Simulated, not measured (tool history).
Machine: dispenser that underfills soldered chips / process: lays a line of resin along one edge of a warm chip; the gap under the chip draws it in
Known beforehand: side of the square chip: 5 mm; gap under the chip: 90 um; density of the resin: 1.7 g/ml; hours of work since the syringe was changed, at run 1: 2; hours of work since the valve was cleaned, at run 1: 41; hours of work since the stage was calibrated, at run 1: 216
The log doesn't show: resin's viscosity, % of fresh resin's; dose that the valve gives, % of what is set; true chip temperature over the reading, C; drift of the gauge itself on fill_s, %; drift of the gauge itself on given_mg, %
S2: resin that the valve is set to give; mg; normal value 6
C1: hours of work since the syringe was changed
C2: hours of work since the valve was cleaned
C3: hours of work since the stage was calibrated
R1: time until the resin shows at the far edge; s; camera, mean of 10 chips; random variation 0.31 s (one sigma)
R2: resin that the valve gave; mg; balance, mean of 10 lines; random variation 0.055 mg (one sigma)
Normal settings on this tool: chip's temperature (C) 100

{"run": 1, "hour": 0.0, "chip's temperature (C)": 100, "S2": 6, "C1": 2, "C2": 41, "C3": 216, "R1": 6.1, "R2": 5.75}
{"run": 2, "hour": 6.5, "chip's temperature (C)": 100, "S2": 6, "C1": 7, "C2": 45, "C3": 221, "R1": 7.3, "R2": 5.74}
{"hour": 10.0, "done": "new syringe of resin"}
{"run": 3, "hour": 17.2, "chip's temperature (C)": 100, "S2": 6, "C1": 5, "C2": 53, "C3": 228, "R1": 7, "R2": 5.79}
{"hour": 23.0, "done": "new syringe of resin"}
{"run": 4, "hour": 23.8, "chip's temperature (C)": 100, "S2": 6, "C1": 1, "C2": 57, "C3": 233, "R1": 6.2, "R2": 5.62}
{"run": 5, "hour": 29.5, "chip's temperature (C)": 100, "S2": 6, "C1": 5, "C2": 61, "C3": 237, "R1": 7.2, "R2": 5.71}
{"run": 6, "hour": 34.6, "chip's temperature (C)": 100, "S2": 6, "C1": 8, "C2": 65, "C3": 241, "R1": 7.6, "R2": 5.65}
{"hour": 36.3, "done": "new syringe of resin"}
{"run": 7, "hour": 43.4, "chip's temperature (C)": 100, "S2": 7.45, "C1": 5, "C2": 71, "C3": 247, "R1": 6.4, "R2": 6.93}
{"hour": 49.8, "done": "new syringe of resin"}
{"run": 8, "hour": 51.8, "chip's temperature (C)": 100, "S2": 7.45, "C1": 1, "C2": 77, "C3": 253, "R1": 6, "R2": 6.86}
{"run": 9, "hour": 61.2, "chip's temperature (C)": 110, "S2": 7.52, "C1": 8, "C2": 84, "C3": 260, "R1": 5.1, "R2": 6.96}
{"hour": 63.2, "done": "new syringe of resin"}
{"run": 10, "hour": 71.1, "chip's temperature (C)": 89, "S2": 6, "C1": 6, "C2": 91, "C3": 267, "R1": 9.5, "R2": 5.53}
{"hour": 76.1, "done": "new syringe of resin"}
{"run": 11, "hour": 81.9, "chip's temperature (C)": 92, "S2": 6, "C1": 4, "C2": 98, "C3": 274, "R1": 7.7, "R2": 5.51}
{"hour": 89.0, "done": "new syringe of resin"}
{"hour": 90.0, "done": "dispensing valve cleaned and set on the balance"}
{"run": 12, "hour": 94.2, "chip's temperature (C)": 92, "S2": 6, "C1": 3, "C2": 3, "C3": 282, "R1": 7, "R2": 5.94}
{"hour": 103.2, "done": "new syringe of resin"}
{"run": 13, "hour": 105.3, "chip's temperature (C)": 92, "S2": 6, "C1": 2, "C2": 11, "C3": 290, "R1": 7.5, "R2": 5.95}

Selected run-to-run steps in R1, each split into two signed amounts: the part the tool would show with no hidden state at all (from settings, incoming material and random variation), and the remainder, which goes to the hidden state together with any gauge scatter not common to the measured and the hidden-state-free results:
Run 1 -> 2: no setting touched and nothing written in the log between the runs. R1 +1.2 s: hidden state +1.3, all else -0.1.
Run 9 -> 10: chip's temperature (C) 110 -> 89, S2 7.52 -> 6, new syringe of resin. R1 +4.4 s: hidden state +0, all else +4.4.

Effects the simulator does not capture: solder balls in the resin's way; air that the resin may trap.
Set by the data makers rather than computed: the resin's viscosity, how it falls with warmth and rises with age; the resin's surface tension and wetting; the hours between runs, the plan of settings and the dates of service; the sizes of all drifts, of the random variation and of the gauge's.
